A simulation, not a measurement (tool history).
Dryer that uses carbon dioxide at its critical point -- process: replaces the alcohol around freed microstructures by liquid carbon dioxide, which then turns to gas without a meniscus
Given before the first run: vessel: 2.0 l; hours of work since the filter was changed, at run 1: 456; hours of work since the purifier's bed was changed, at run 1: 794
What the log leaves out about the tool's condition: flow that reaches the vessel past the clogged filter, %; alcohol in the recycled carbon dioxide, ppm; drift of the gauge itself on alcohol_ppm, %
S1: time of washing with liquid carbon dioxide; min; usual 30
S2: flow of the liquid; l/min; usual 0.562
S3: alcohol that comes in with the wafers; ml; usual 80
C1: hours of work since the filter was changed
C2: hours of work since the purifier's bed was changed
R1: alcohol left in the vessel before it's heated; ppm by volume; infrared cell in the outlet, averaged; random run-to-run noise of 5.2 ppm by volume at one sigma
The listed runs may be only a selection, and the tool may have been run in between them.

run   hour  S1     S2  S3   C1    C2    R1
  1      0  30  0.562  80  456   794   215
  2   50.6  30  0.562  80  476   814   219
      72.3  -- inlet filter changed
  3   81.8  30  0.562  80    4   826   158
  4  124.3  30  0.562  80   21   843   149
  5  154.5  30  0.356  80   32   855   949
  6    188  30  0.356  80   46   868   943
  7  242.6  30  0.877  80   67   889    56
  8  273.8  30  0.562  34   80   902   106
  9  297.9  30  0.562  34   89   911   106
 10  342.5  30  0.398  80  107   929   635
 11  383.1  19   0.76  42  123   945   203
 12  419.6  19   0.76  42  137   959   208
 13    465  21  0.364  91  155   977  3253
 14  494.5  24   0.56  88  167   989   471
 15  530.1  33  0.592  80  181  1003   110
 16  566.5  33  0.592  80  195  1017   114
 17    618  37  0.916  80  216  1038    63
 18    642  37  0.464  40  225  1047   120
 19  698.2  25  0.562  95  247  1069   452
 20  754.3  25  0.562  95  270  1092   463

Each row is a separate what-if for the run after 20, all from the same tool condition, not one after another. Results?
     765.1  -- purifier's bed changed
  A  814.3  30  0.562  24  292  19   ?
     765.1  -- purifier's bed changed
  B  814.3  24  0.562  32  292  19   ?
     765.1  -- purifier's bed changed
  C  814.3  30  0.647  80  292  19   ?
     765.1  -- purifier's bed changed
  D  814.3  21  0.562  95  292  19   ?
     765.1  -- purifier's bed changed
  E  814.3  48  0.868  21  292  19   ?

run   R1
  A   41
  B  170
  C   63
  D  848
  E    0
With the hidden condition removed and each run's random variation left untouched, the same runs would have given:
run   R1
  A   28
  B  127
  C   43
  D  654
  E    0

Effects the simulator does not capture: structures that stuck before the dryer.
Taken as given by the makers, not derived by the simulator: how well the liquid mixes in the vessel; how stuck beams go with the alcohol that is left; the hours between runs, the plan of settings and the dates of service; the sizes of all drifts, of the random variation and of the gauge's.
